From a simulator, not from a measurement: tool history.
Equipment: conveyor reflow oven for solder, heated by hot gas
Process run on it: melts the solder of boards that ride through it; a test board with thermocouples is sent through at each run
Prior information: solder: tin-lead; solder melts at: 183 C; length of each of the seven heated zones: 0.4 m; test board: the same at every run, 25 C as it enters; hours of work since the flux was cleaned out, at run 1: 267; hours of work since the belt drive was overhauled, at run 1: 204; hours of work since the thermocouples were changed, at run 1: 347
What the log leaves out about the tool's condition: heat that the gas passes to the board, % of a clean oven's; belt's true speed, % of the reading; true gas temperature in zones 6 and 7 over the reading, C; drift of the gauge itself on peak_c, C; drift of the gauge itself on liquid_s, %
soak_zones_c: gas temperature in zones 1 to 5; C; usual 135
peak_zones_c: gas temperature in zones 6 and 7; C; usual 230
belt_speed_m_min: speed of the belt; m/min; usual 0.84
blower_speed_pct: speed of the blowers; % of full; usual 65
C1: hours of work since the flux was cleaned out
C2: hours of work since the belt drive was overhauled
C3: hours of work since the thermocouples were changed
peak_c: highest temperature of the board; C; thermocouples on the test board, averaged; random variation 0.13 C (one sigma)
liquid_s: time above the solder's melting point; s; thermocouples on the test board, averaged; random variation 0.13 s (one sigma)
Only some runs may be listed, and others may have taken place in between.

run 1 day=0 | soak_zones_c=135 peak_zones_c=230 belt_speed_m_min=0.84 blower_speed_pct=65 | C1=267 C2=204 C3=347 | peak_c=206.9 liquid_s=33.6
run 2 day=0.254 | soak_zones_c=135 peak_zones_c=230 belt_speed_m_min=0.84 blower_speed_pct=65 | C1=271 C2=207 C3=350 | peak_c=207 liquid_s=33.6
run 3 day=0.583 | soak_zones_c=135 peak_zones_c=230 belt_speed_m_min=0.84 blower_speed_pct=65 | C1=275 C2=212 C3=355 | peak_c=206.7 liquid_s=33.5
run 4 day=0.862 | soak_zones_c=135 peak_zones_c=230 belt_speed_m_min=0.84 blower_speed_pct=65 | C1=279 C2=216 C3=359 | peak_c=206.9 liquid_s=33.6
run 5 day=1.067 | soak_zones_c=135 peak_zones_c=230 belt_speed_m_min=0.84 blower_speed_pct=65 | C1=282 C2=218 C3=362 | peak_c=207 liquid_s=33.7
run 6 day=1.329 | soak_zones_c=135 peak_zones_c=230 belt_speed_m_min=0.84 blower_speed_pct=65 | C1=286 C2=222 C3=365 | peak_c=206.9 liquid_s=33.6
run 7 day=1.642 | soak_zones_c=135 peak_zones_c=230 belt_speed_m_min=0.84 blower_speed_pct=65 | C1=290 C2=226 C3=370 | peak_c=207 liquid_s=33.6
run 8 day=2.017 | soak_zones_c=135 peak_zones_c=230 belt_speed_m_min=0.84 blower_speed_pct=65 | C1=295 C2=232 C3=375 | peak_c=206.9 liquid_s=33.5
run 9 day=2.212 | soak_zones_c=135 peak_zones_c=230 belt_speed_m_min=0.84 blower_speed_pct=65 | C1=298 C2=234 C3=377 | peak_c=206.8 liquid_s=33.6
run 10 day=2.562 | soak_zones_c=135 peak_zones_c=230 belt_speed_m_min=0.84 blower_speed_pct=65 | C1=303 C2=239 C3=382 | peak_c=206.8 liquid_s=33.7
run 11 day=2.746 | soak_zones_c=135 peak_zones_c=230 belt_speed_m_min=0.84 blower_speed_pct=65 | C1=305 C2=242 C3=385 | peak_c=206.9 liquid_s=33.7
run 12 day=3.1 | soak_zones_c=135 peak_zones_c=230 belt_speed_m_min=0.84 blower_speed_pct=65 | C1=310 C2=247 C3=390 | peak_c=206.8 liquid_s=33.3
run 13 day=3.404 | soak_zones_c=135 peak_zones_c=230 belt_speed_m_min=0.84 blower_speed_pct=65 | C1=315 C2=251 C3=394 | peak_c=206.7 liquid_s=33.7
-- day=3.9 flux residue cleaned out of gas plates and filters
run 14 day=3.967 | soak_zones_c=135 peak_zones_c=230 belt_speed_m_min=0.84 blower_speed_pct=65 | C1=1 C2=256 C3=399 | peak_c=208.6 liquid_s=35.5
run 15 day=4.142 | soak_zones_c=135 peak_zones_c=230 belt_speed_m_min=0.84 blower_speed_pct=65 | C1=3 C2=258 C3=401 | peak_c=208.8 liquid_s=35.1
run 16 day=4.525 | soak_zones_c=135 peak_zones_c=230 belt_speed_m_min=0.84 blower_speed_pct=65 | C1=9 C2=264 C3=407 | peak_c=208.4 liquid_s=35.3

Run 17 has not been measured yet. What should we expect?
run 17 day=4.808 | soak_zones_c=135 peak_zones_c=230 belt_speed_m_min=0.84 blower_speed_pct=65 | C1=13 C2=268 C3=411 | peak_c=? liquid_s=?

peak_c: 208.8 C
liquid_s: 35.2 s
Had the tool carried no hidden state, the very same run would have given peak_c 208 C, liquid_s 34.5 s.
